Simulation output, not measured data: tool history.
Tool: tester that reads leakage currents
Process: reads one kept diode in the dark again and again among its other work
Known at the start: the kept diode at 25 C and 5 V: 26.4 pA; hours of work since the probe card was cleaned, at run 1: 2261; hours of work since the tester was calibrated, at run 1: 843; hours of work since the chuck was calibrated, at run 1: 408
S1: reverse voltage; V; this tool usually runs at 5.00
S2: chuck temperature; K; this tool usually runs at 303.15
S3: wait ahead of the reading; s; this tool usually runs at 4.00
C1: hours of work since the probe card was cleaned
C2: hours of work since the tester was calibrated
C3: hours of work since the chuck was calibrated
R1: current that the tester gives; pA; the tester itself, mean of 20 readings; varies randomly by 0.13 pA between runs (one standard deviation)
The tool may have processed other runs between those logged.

run 1 hour=0.0 | S1=5.00 S2=303.15 S3=4.00 | C1=2261 C2=843 C3=408 | R1=41.34
run 2 hour=261.3 | S1=5.00 S2=303.15 S3=4.00 | C1=2469 C2=1051 C3=616 | R1=41.34
run 3 hour=509.9 | S1=5.00 S2=320.15 S3=4.00 | C1=2667 C2=1249 C3=814 | R1=119.49
run 4 hour=695.3 | S1=5.00 S2=303.15 S3=5.50 | C1=2815 C2=1396 C3=961 | R1=41.30
run 5 hour=939.8 | S1=5.00 S2=303.15 S3=0.48 | C1=3009 C2=1591 C3=1156 | R1=44.06
run 6 hour=1142.0 | S1=6.23 S2=322.15 S3=0.58 | C1=3170 C2=1752 C3=1317 | R1=153.58
run 7 hour=1420.4 | S1=8.26 S2=307.15 S3=0.39 | C1=3392 C2=1973 C3=1539 | R1=76.07
run 8 hour=1683.3 | S1=8.26 S2=329.15 S3=1.82 | C1=3601 C2=2183 C3=1748 | R1=263.87

The next listed run, before its measurement:
-- hour=1703.1 probe card cleaned and baked
-- hour=1705.1 chuck's temperature calibrated
run 9 hour=1811.9 | S1=1.56 S2=316.15 S3=4.00 | C1=85 C2=2281 C3=85 | R1=?

For run 9 the tool returned R1 50.67 pA.
Take away the tool's hidden state, keep the run-to-run variation as it was, and the same run would have given R1 50.17 pA.
